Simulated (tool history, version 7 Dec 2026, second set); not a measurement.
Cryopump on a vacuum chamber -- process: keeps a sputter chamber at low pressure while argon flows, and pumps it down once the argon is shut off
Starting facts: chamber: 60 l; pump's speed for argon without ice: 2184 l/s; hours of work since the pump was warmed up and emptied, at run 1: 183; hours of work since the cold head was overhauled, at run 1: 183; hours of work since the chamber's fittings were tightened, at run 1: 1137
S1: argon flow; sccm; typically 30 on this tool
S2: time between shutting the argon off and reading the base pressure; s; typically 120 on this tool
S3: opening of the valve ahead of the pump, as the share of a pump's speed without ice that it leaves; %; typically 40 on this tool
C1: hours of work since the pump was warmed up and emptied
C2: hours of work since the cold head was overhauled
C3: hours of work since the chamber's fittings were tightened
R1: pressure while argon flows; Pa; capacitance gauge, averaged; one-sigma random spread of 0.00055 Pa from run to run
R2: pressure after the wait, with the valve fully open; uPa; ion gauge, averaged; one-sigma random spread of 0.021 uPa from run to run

run   hour  S1   S2  S3   C1   C2    C3      R1    R2
  1      0  30  120  40  183  183  1137  0.0603  0.77
  2   21.7  30  120  40  198  198  1152  0.0605  0.75
  3   53.1  30  120  40  220  220  1174  0.0605  0.79
  4   73.4  30  120  40  234  234  1188  0.0616  0.76
  5   93.1  30  120  40  248  248  1202  0.0621  0.79
  6  122.7  30  120  40  269  269  1223  0.0616  0.84
  7  152.6  30  120  40  290  290  1244  0.0612  0.82
  8  168.3  30  120  40  301  301  1254  0.0619  0.83
  9  184.6  30  120  29  312  312  1266  0.0836  0.84
 10  219.3  30  101  40  336  336  1290  0.0632   0.9
 11  245.8  30   95  40  354  354  1308  0.0626   0.9
 12  283.5  13  198  31  381  381  1335  0.0341  0.83
 13  318.4  25  120  40  405  405  1359  0.0538  0.89
     333.9  -- pump warmed up, emptied and cooled again
 14  352.4  25  120  40   13  425  1379  0.0492  0.78
 15    385  13  235  26   36  448  1402  0.0386  0.68
 16  412.8  13  235  26   55  467  1421  0.0391  0.68
 17  448.5  12   41  40   80  492  1446  0.0243  1.18
 18  475.1  48   83  45   98  511  1465  0.0843  0.89
 19  496.4  48   83  45  113  526  1480  0.0844  0.94
 20  516.5  47   32  45  127  540  1494  0.0835  1.44
 21  545.3  47   32  45  147  560  1514   0.084  1.43
 22  574.4  47   32  45  168  580  1534  0.0836  1.45

Here are 5 independent what-if runs from the current tool condition. What would each one return?
  A  590.5  28   21  17  179  591  1545   ?   ?
  B  590.5  30  188  40  179  591  1545   ?   ?
  C  590.5  50  120  18  179  591  1545   ?   ?
  D  590.5  17   48  24  179  591  1545   ?   ?
  E  590.5  33   32  16  179  591  1545   ?   ?

run      R1    R2
  A  0.1296   1.8
  B  0.0609  0.85
  C  0.2166  0.86
  D  0.0565   1.2
  E  0.1621  1.44
With the hidden condition removed and each run's random variation left untouched, the same runs would have given:
run      R1    R2
  A  0.1275  1.27
  B  0.0587  0.32
  C  0.2129  0.32
  D  0.0553  0.66
  E  0.1597  0.91

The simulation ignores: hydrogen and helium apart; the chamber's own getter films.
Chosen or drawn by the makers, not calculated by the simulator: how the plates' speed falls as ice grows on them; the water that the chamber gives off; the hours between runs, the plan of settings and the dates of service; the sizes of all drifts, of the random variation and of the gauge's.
